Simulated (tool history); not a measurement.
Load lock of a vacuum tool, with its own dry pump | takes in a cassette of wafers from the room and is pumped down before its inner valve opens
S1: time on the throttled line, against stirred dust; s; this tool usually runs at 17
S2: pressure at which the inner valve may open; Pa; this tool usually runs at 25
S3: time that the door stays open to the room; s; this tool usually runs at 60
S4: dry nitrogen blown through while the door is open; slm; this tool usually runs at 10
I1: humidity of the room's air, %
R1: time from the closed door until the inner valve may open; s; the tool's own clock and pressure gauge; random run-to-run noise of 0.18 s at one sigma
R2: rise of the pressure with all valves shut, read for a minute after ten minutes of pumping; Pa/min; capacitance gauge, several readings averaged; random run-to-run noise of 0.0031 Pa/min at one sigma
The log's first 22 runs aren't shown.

run,day,S1,S2,S3,S4,I1,R1,R2
# day 331.008: dry pump taken out, an overhauled one fitted
23,345.217,31,34,163,12,44.8,37.8,0.207
24,359.654,17,25,114,25,42.6,25.8,0.163
25,378.262,17,25,114,25,45.7,25.7,0.176
26,386.925,17,25,114,25,44.9,25.6,0.175
27,403.279,17,25,114,25,41.3,25.3,0.177
28,420.812,24,37,60,4,46.3,31.5,0.186
29,440.088,21,28,87,12,45.4,29.4,0.201
30,458.771,21,28,87,12,45.1,29,0.216
31,476.696,21,28,87,41,41.9,29.5,0.187
32,497.971,8,46,64,25,44.9,16.7,0.199
33,518.088,15,20,60,29,45.9,24.3,0.204
34,536.746,12,20,68,29,42.7,21.5,0.216
35,547.633,10,25,60,19,43.8,19.7,0.216
36,563.696,17,30,185,10,42.4,25.6,0.301
37,583.892,17,30,185,10,44.5,25.5,0.313

Below are 4 alternative next runs, each starting from the tool's condition after run 37. Predict each:
A,599.133,16,25,60,14,47.5,?,?
B,599.133,17,32,154,8,41.9,?,?
C,599.133,17,25,77,10,47.6,?,?
D,599.133,28,30,128,6,43.2,?,?

run,R1,R2
A,25.1,0.245
B,25.4,0.308
C,26.1,0.271
D,35.3,0.306
Without the tool's unlogged condition, the same runs would have read:
run,R1,R2
A,24.7,0.057
B,25,0.117
C,25.7,0.081
D,34.9,0.112
